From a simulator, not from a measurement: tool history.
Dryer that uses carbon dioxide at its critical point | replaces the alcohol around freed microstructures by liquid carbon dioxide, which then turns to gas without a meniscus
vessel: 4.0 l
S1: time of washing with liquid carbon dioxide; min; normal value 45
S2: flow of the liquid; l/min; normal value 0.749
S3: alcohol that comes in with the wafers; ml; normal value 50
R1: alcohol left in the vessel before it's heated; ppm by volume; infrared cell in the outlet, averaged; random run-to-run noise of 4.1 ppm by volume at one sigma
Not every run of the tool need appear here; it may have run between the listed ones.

run 1 day=0 | S1=45 S2=0.749 S3=50 | R1=37
run 2 day=0.725 | S1=45 S2=0.749 S3=50 | R1=49
run 3 day=1.362 | S1=45 S2=0.749 S3=50 | R1=47
run 4 day=2.067 | S1=45 S2=0.749 S3=50 | R1=51
run 5 day=2.45 | S1=45 S2=0.49 S3=50 | R1=271
run 6 day=2.946 | S1=45 S2=0.749 S3=50 | R1=53
run 7 day=3.554 | S1=45 S2=0.749 S3=50 | R1=47
run 8 day=4.196 | S1=45 S2=0.749 S3=23 | R1=32
run 9 day=4.646 | S1=45 S2=0.749 S3=50 | R1=47
run 10 day=5.275 | S1=45 S2=0.749 S3=50 | R1=62
run 11 day=5.9 | S1=45 S2=0.749 S3=90 | R1=85
run 12 day=6.508 | S1=45 S2=0.749 S3=90 | R1=73
run 13 day=7.004 | S1=45 S2=0.749 S3=90 | R1=78
run 14 day=7.5 | S1=45 S2=0.749 S3=90 | R1=88
run 15 day=7.796 | S1=33 S2=0.749 S3=50 | R1=192
run 16 day=8.242 | S1=45 S2=0.749 S3=50 | R1=53
run 17 day=8.946 | S1=45 S2=0.749 S3=50 | R1=54
run 18 day=9.5 | S1=45 S2=0.749 S3=50 | R1=51
run 19 day=10.025 | S1=45 S2=0.749 S3=50 | R1=53
run 20 day=10.621 | S1=45 S2=0.749 S3=50 | R1=61
run 21 day=11.225 | S1=45 S2=0.749 S3=50 | R1=51
run 22 day=11.858 | S1=45 S2=0.749 S3=50 | R1=60
-- day=12.162 inlet filter changed
run 23 day=12.592 | S1=45 S2=0.749 S3=50 | R1=46
run 24 day=13.008 | S1=52 S2=1.26 S3=50 | R1=10
run 25 day=13.446 | S1=50 S2=0.495 S3=46 | R1=121
run 26 day=13.896 | S1=42 S2=0.953 S3=29 | R1=29
run 27 day=14.454 | S1=29 S2=1.042 S3=98 | R1=122
run 28 day=14.912 | S1=29 S2=1.042 S3=98 | R1=108
run 29 day=15.521 | S1=28 S2=0.749 S3=94 | R1=496
run 30 day=16.146 | S1=45 S2=1.126 S3=68 | R1=20
run 31 day=16.508 | S1=27 S2=0.633 S3=74 | R1=782
run 32 day=17.004 | S1=41 S2=0.97 S3=21 | R1=22
run 33 day=17.342 | S1=41 S2=0.97 S3=21 | R1=24
run 34 day=17.762 | S1=41 S2=0.97 S3=21 | R1=15
run 35 day=18.458 | S1=45 S2=0.702 S3=50 | R1=51
run 36 day=18.829 | S1=37 S2=0.749 S3=51 | R1=87
run 37 day=19.288 | S1=45 S2=0.518 S3=78 | R1=256
run 38 day=19.962 | S1=50 S2=0.635 S3=37 | R1=50
run 39 day=20.292 | S1=50 S2=0.635 S3=27 | R1=41
run 40 day=20.988 | S1=50 S2=0.635 S3=27 | R1=31
run 41 day=21.483 | S1=44 S2=1.243 S3=43 | R1=22
run 42 day=22.15 | S1=45 S2=1.137 S3=29 | R1=20
run 43 day=22.667 | S1=45 S2=1.137 S3=55 | R1=17
run 44 day=23.142 | S1=45 S2=1.137 S3=55 | R1=21
run 45 day=23.5 | S1=45 S2=1.137 S3=55 | R1=14
run 46 day=23.825 | S1=69 S2=0.584 S3=55 | R1=29

For some of the steps in R1 from one run to the next: how much would appear even if the tool had no hidden state, given the settings, what came in and random variation, and how much remains for the hidden state plus any gauge scatter that the measured result and the result without hidden state don't share?
Hidden conditions of the tool in this case: flow that reaches the vessel past the clogged filter, %; alcohol in the recycled carbon dioxide, ppm; drift of the gauge itself on alcohol_ppm, %.
Run 4 -> 5: S2 0.749 -> 0.49. R1 +220 ppm by volume: hidden state +53, all else +167.
Run 5 -> 6: S2 0.49 -> 0.749. R1 -218 ppm by volume: hidden state -51, all else -167.
Run 15 -> 16: S1 33 -> 45. R1 -139 ppm by volume: hidden state -40, all else -99.
Run 29 -> 30: S1 28 -> 45, S2 0.749 -> 1.126, S3 94 -> 68. R1 -476 ppm by volume: hidden state -13, all else -463.
Run 30 -> 31: S1 45 -> 27, S2 1.126 -> 0.633, S3 68 -> 74. R1 +762 ppm by volume: hidden state +22, all else +740.
Run 31 -> 32: S1 27 -> 41, S2 0.633 -> 0.97, S3 74 -> 21. R1 -760 ppm by volume: hidden state -22, all else -738.
